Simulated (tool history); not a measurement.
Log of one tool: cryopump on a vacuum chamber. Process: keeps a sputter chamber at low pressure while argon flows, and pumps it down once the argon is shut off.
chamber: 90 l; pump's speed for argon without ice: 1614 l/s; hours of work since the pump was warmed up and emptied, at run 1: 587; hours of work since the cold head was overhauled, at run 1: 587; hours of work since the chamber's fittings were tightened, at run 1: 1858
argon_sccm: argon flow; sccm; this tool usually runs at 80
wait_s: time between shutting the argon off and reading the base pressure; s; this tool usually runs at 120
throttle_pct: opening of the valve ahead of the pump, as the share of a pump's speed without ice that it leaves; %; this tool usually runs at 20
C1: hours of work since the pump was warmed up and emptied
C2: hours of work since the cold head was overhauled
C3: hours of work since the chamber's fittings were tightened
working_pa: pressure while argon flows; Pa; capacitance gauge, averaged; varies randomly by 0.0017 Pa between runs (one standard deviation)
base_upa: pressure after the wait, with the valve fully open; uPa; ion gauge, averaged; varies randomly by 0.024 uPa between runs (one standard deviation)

{"run": 1, "hour": 0.0, "argon_sccm": 80, "wait_s": 120, "throttle_pct": 20, "C1": 587, "C2": 587, "C3": 1858, "working_pa": 0.4426, "base_upa": 1.43}
{"run": 2, "hour": 111.1, "argon_sccm": 80, "wait_s": 120, "throttle_pct": 20, "C1": 635, "C2": 635, "C3": 1906, "working_pa": 0.4412, "base_upa": 1.43}
{"run": 3, "hour": 206.1, "argon_sccm": 80, "wait_s": 120, "throttle_pct": 20, "C1": 677, "C2": 677, "C3": 1948, "working_pa": 0.4445, "base_upa": 1.51}
{"run": 4, "hour": 320.7, "argon_sccm": 80, "wait_s": 120, "throttle_pct": 20, "C1": 726, "C2": 726, "C3": 1997, "working_pa": 0.4524, "base_upa": 1.48}
{"hour": 348.3, "done": "pump warmed up, emptied and cooled again"}
{"run": 5, "hour": 434.0, "argon_sccm": 80, "wait_s": 120, "throttle_pct": 20, "C1": 37, "C2": 773, "C3": 2044, "working_pa": 0.4255, "base_upa": 1.34}
{"run": 6, "hour": 535.8, "argon_sccm": 80, "wait_s": 120, "throttle_pct": 20, "C1": 81, "C2": 817, "C3": 2088, "working_pa": 0.4231, "base_upa": 1.32}
{"run": 7, "hour": 600.9, "argon_sccm": 80, "wait_s": 120, "throttle_pct": 42, "C1": 109, "C2": 845, "C3": 2116, "working_pa": 0.2056, "base_upa": 1.35}
{"run": 8, "hour": 676.3, "argon_sccm": 80, "wait_s": 120, "throttle_pct": 42, "C1": 142, "C2": 878, "C3": 2149, "working_pa": 0.2048, "base_upa": 1.39}
{"run": 9, "hour": 756.5, "argon_sccm": 80, "wait_s": 120, "throttle_pct": 42, "C1": 177, "C2": 913, "C3": 2184, "working_pa": 0.2062, "base_upa": 1.41}
{"run": 10, "hour": 816.4, "argon_sccm": 72, "wait_s": 120, "throttle_pct": 58, "C1": 203, "C2": 939, "C3": 2210, "working_pa": 0.1373, "base_upa": 1.35}
{"run": 11, "hour": 869.8, "argon_sccm": 86, "wait_s": 118, "throttle_pct": 44, "C1": 226, "C2": 962, "C3": 2233, "working_pa": 0.2151, "base_upa": 1.46}
{"run": 12, "hour": 957.6, "argon_sccm": 33, "wait_s": 120, "throttle_pct": 20, "C1": 264, "C2": 1000, "C3": 2271, "working_pa": 0.1769, "base_upa": 1.4}
{"run": 13, "hour": 1031.0, "argon_sccm": 80, "wait_s": 120, "throttle_pct": 16, "C1": 296, "C2": 1032, "C3": 2303, "working_pa": 0.5402, "base_upa": 1.44}
{"run": 14, "hour": 1091.6, "argon_sccm": 80, "wait_s": 120, "throttle_pct": 16, "C1": 322, "C2": 1058, "C3": 2329, "working_pa": 0.5447, "base_upa": 1.43}
{"run": 15, "hour": 1162.9, "argon_sccm": 80, "wait_s": 120, "throttle_pct": 16, "C1": 353, "C2": 1089, "C3": 2360, "working_pa": 0.5406, "base_upa": 1.44}
{"run": 16, "hour": 1231.7, "argon_sccm": 80, "wait_s": 120, "throttle_pct": 16, "C1": 383, "C2": 1119, "C3": 2390, "working_pa": 0.5387, "base_upa": 1.5}
{"run": 17, "hour": 1342.1, "argon_sccm": 81, "wait_s": 240, "throttle_pct": 20, "C1": 430, "C2": 1166, "C3": 2438, "working_pa": 0.4422, "base_upa": 1.16}

Each row is a separate what-if for the run after 17, all from the same tool condition, not one after another. Results?
{"run": "A", "hour": 1406.2, "argon_sccm": 80, "wait_s": 115, "throttle_pct": 20, "C1": 458, "C2": 1194, "C3": 2465, "working_pa": "?", "base_upa": "?"}
{"run": "B", "hour": 1406.2, "argon_sccm": 58, "wait_s": 120, "throttle_pct": 25, "C1": 458, "C2": 1194, "C3": 2465, "working_pa": "?", "base_upa": "?"}
{"run": "C", "hour": 1406.2, "argon_sccm": 35, "wait_s": 56, "throttle_pct": 15, "C1": 458, "C2": 1194, "C3": 2465, "working_pa": "?", "base_upa": "?"}

run=A working_pa=0.4395 base_upa=1.6
run=B working_pa=0.2573 base_upa=1.51
run=C working_pa=0.2513 base_upa=2.44
The same runs, with their run-to-run variation unchanged, on a tool lacking any hidden condition would have given:
run=A working_pa=0.4192 base_upa=0.98
run=B working_pa=0.2426 base_upa=0.9
run=C working_pa=0.2425 base_upa=1.82

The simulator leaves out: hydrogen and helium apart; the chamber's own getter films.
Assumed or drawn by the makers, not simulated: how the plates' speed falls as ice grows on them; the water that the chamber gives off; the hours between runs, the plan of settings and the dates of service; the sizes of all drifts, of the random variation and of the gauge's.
